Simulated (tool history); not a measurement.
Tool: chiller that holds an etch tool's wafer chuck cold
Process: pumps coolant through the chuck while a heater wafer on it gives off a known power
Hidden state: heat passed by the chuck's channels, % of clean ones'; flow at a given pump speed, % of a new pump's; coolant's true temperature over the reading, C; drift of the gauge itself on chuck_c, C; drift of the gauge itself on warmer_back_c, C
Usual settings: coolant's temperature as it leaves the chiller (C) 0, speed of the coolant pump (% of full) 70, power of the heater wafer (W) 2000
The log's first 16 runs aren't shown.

run	day	coolant's temperature as it leaves the chiller (C)	speed of the coolant pump (% of full)	power of the heater wafer (W)	hours since the coolant was changed and the channels were flushed	hours since the pump was overhauled	hours since the chiller's thermometer was calibrated	chuck's temperature once it has settled (C)	how much warmer the coolant comes back (C)
17	17.000	0	67	2000	3216	978	2208	17.9	5.09
18	17.729	5	65	1976	3234	995	2226	23.0	5.22
19	18.562	5	65	1976	3254	1015	2246	22.9	5.21
20	19.604	5	85	2000	3279	1040	2271	20.7	3.88
21	20.308	-1	94	2812	3295	1057	2288	19.7	4.81
22	21.050	-8	80	2359	3313	1075	2305	11.0	4.92
23	22.550	-8	80	1997	3349	1111	2341	8.1	4.13
24	23.988	-8	80	1997	3384	1145	2376	8.0	4.09
25	24.738	-8	70	1507	3402	1163	2394	5.0	3.70
26	25.912	2	84	1012	3430	1192	2422	9.9	1.84
27	27.058	4	70	2087	3457	1219	2449	22.0	5.04
28	28.171	5	86	2206	3484	1246	2476	22.0	4.09
29	29.033	5	86	2206	3505	1267	2497	22.2	4.16
30	29.675	4	70	2000	3520	1282	2512	21.3	4.82
31	30.879	4	70	2679	3549	1311	2541	27.2	6.45
32	32.317	0	66	1685	3584	1345	2576	15.2	4.32

Forecast each of these 4 alternatives for the next run:
A	33.250	0	78	2000	3606	1368	2598	?	?
B	33.250	0	91	1467	3606	1368	2598	?	?
C	33.250	0	70	1576	3606	1368	2598	?	?
D	33.250	-9	84	2421	3606	1368	2598	?	?

run	chuck's temperature once it has settled (C)	how much warmer the coolant comes back (C)
A	16.3	4.19
B	10.9	2.48
C	13.6	3.78
D	10.0	4.69
Without the tool's hidden state the same runs would have given:
run	chuck's temperature once it has settled (C)	how much warmer the coolant comes back (C)
A	16.3	4.38
B	10.9	2.66
C	13.6	3.96
D	10.0	4.87
